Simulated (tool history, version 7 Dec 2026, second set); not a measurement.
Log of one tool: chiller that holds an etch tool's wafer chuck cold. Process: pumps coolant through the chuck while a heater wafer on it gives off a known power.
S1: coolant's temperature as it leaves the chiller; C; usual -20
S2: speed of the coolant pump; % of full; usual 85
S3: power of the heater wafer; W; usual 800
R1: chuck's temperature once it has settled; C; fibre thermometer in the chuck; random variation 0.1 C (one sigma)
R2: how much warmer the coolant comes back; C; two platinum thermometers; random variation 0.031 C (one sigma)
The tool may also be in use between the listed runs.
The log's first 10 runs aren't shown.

{"run": 11, "hour": 257.7, "S1": -20, "S2": 85, "S3": 800, "R1": -14.6, "R2": 2.25}
{"run": 12, "hour": 296.6, "S1": -20, "S2": 85, "S3": 800, "R1": -14.8, "R2": 2.26}
{"run": 13, "hour": 317.0, "S1": -20, "S2": 85, "S3": 800, "R1": -14.7, "R2": 2.34}
{"run": 14, "hour": 350.8, "S1": -20, "S2": 85, "S3": 660, "R1": -15.7, "R2": 1.87}
{"run": 15, "hour": 383.6, "S1": -20, "S2": 85, "S3": 762, "R1": -15.0, "R2": 2.11}
{"run": 16, "hour": 410.1, "S1": -20, "S2": 85, "S3": 1015, "R1": -13.3, "R2": 2.83}
{"run": 17, "hour": 450.8, "S1": -23, "S2": 85, "S3": 1070, "R1": -15.9, "R2": 3.0}
{"run": 18, "hour": 481.3, "S1": -22, "S2": 63, "S3": 994, "R1": -13.6, "R2": 3.75}
{"run": 19, "hour": 515.6, "S1": -22, "S2": 63, "S3": 994, "R1": -13.5, "R2": 3.79}

Forecast run 20:
{"run": 20, "hour": 539.8, "S1": -20, "S2": 70, "S3": 476, "R1": "?", "R2": "?"}

{"run 20": {"R1": -16.4, "R2": 1.6}}
Without the tool's hidden state the same run would have given R1 -16.4 C, R2 1.60 C.

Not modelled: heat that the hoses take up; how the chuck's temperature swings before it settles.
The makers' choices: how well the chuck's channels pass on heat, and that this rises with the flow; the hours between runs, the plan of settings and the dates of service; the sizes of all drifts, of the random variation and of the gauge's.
